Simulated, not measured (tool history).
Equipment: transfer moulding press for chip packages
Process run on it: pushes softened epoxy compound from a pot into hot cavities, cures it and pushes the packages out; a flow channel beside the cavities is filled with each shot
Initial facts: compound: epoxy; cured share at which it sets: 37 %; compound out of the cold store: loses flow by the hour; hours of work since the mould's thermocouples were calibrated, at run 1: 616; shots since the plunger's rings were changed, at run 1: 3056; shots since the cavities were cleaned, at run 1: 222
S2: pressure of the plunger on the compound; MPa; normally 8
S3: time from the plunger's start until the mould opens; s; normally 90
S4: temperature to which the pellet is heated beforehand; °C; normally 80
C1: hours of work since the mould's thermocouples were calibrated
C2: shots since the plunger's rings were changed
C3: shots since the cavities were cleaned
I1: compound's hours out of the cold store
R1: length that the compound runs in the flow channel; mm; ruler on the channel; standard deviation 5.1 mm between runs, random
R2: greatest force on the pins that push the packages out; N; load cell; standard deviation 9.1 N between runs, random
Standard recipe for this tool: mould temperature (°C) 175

Run 1, hour 0: usual settings; C1 616; C2 3056; C3 222; I1 32.1. Result: R1 809 mm, R2 403 N.
Run 2, hour 9.1: usual settings; C1 623; C2 3193; C3 359; I1 25.9. Result: R1 836 mm, R2 395 N.
Run 3, hour 20.4: usual settings but S3 105 s; C1 631; C2 3361; C3 527; I1 28.4. Result: R1 830 mm, R2 377 N.
At hour 31.7: cavities cleaned with cleaning compound and waxed.
Run 4, hour 38.6: usual settings but S3 105 s; C1 644; C2 3610; C3 103; I1 47.7. Result: R1 741 mm, R2 396 N.
At hour 41.8: mould's thermocouples calibrated.
Run 5, hour 57.4: usual settings but S3 105 s, S4 84 °C; C1 12; C2 3861; C3 354; I1 12. Result: R1 921 mm, R2 380 N.
Run 6, hour 70.4: usual settings but S3 105 s, S4 84 °C; C1 22; C2 4056; C3 549; I1 11.5. Result: R1 907 mm, R2 383 N.
At hour 80.2: cavities cleaned with cleaning compound and waxed.
Run 7, hour 89.6: usual settings; C1 35; C2 4320; C3 140; I1 34. Result: R1 805 mm, R2 394 N.
Run 8, hour 101.6: usual settings but mould temperature (°C) 170; C1 44; C2 4499; C3 319; I1 47.1. Result: R1 764 mm, R2 477 N.
Run 9, hour 116.2: usual settings; C1 55; C2 4718; C3 538; I1 26.2. Result: R1 834 mm, R2 404 N.
At hour 127.8: cavities cleaned with cleaning compound and waxed.
Run 10, hour 135.2: usual settings but S3 128 s; C1 69; C2 4979; C3 111; I1 25.6. Result: R1 833 mm, R2 371 N.
Run 11, hour 153.9: usual settings but S3 128 s; C1 83; C2 5259; C3 391; I1 23.1. Result: R1 856 mm, R2 370 N.
At hour 162.7: plunger's sealing rings changed.
Run 12, hour 166.9: usual settings; C1 91; C2 63; C3 547; I1 35.1. Result: R1 799 mm, R2 412 N.
At hour 177.9: cavities cleaned with cleaning compound and waxed.
Run 13, hour 178: usual settings; C1 98; C2 206; C3 0; I1 12.1. Result: R1 906 mm, R2 422 N.
Run 14, hour 193.6: usual settings but S4 85 °C; C1 110; C2 440; C3 234; I1 34.5. Result: R1 806 mm, R2 413 N.
Run 15, hour 208: usual settings but mould temperature (°C) 172, S2 6.35 MPa, S3 96 s, S4 74 °C; C1 121; C2 655; C3 449; I1 18.2. Result: R1 794 mm, R2 434 N.
At hour 224.9: cavities cleaned with cleaning compound and waxed.
Run 16, hour 227.9: usual settings but S2 6.14 MPa, S3 81 s; C1 135; C2 929; C3 44; I1 21.2. Result: R1 752 mm, R2 450 N.
Run 17, hour 241.1: usual settings but mould temperature (°C) 182, S2 6.14 MPa, S3 119 s, S4 72 °C; C1 145; C2 1128; C3 243; I1 43.5. Result: R1 645 mm, R2 370 N.
Run 18, hour 256.7: usual settings but mould temperature (°C) 182, S2 6.14 MPa, S3 119 s, S4 72 °C; C1 157; C2 1361; C3 476; I1 43.4. Result: R1 640 mm, R2 375 N.
At hour 271.2: cavities cleaned with cleaning compound and waxed.
Run 19, hour 271.2: usual settings but S4 89 °C; C1 166; C2 1555; C3 0; I1 34.1. Result: R1 801 mm, R2 403 N.
Run 20, hour 285.1: usual settings but S4 89 °C; C1 177; C2 1763; C3 208; I1 37.4. Result: R1 782 mm, R2 395 N.
Run 21, hour 302.1: usual settings but mould temperature (°C) 177, S4 89 °C; C1 190; C2 2016; C3 461; I1 34.6. Result: R1 787 mm, R2 395 N.
Run 22, hour 312.7: usual settings but S2 8.31 MPa, S4 83 °C; C1 198; C2 2174; C3 619; I1 41.3. Result: R1 778 mm, R2 397 N.
At hour 317.8: cavities cleaned with cleaning compound and waxed.
Run 23, hour 323.2: usual settings but mould temperature (°C) 168, S2 6.05 MPa, S3 79 s, S4 81 °C; C1 205; C2 2308; C3 79; I1 14.8. Result: R1 800 mm, R2 819 N.
Run 24, hour 332.3: usual settings but S2 9 MPa; C1 212; C2 2444; C3 215; I1 15.1. Result: R1 952 mm, R2 408 N.
Run 25, hour 351.7: usual settings but S2 8.45 MPa, S4 83 °C; C1 226; C2 2734; C3 505; I1 31.7. Result: R1 834 mm, R2 394 N.
At hour 365.3: cavities cleaned with cleaning compound and waxed.
Run 26, hour 369.5: usual settings but mould temperature (°C) 170, S2 6.84 MPa, S4 85 °C; C1 239; C2 2977; C3 62; I1 42.7. Result: R1 722 mm, R2 473 N.
Run 27, hour 379.8: usual settings but mould temperature (°C) 167, S2 6.84 MPa, S3 71 s, S4 78 °C; C1 246; C2 3132; C3 217; I1 45.4. Result: R1 722 mm, R2 949 N.

4 ways to go on from here, each from the tool as it stands after run 27. What would each give?
Run A, hour 396.6: usual settings; C1 259; C2 3383; C3 468; I1 25. Result: R1 ?, R2 ?.
Run B, hour 396.6: usual settings but mould temperature (°C) 179, S3 99 s; C1 259; C2 3383; C3 468; I1 30.4. Result: R1 ?, R2 ?.
Run C, hour 396.6: usual settings but S4 86 °C; C1 259; C2 3383; C3 468; I1 36.5. Result: R1 ?, R2 ?.
Run D, hour 396.6: usual settings but mould temperature (°C) 169, S3 120 s, S4 88 °C; C1 259; C2 3383; C3 468; I1 17.5. Result: R1 ?, R2 ?.

run   R1   R2
  A  838  416
  B  795  378
  C  791  408
  D  908  391
Stripped of hidden state, with their random variation kept, the same runs would have yielded:
run   R1   R2
  A  840  412
  B  797  374
  C  793  404
  D  910  386
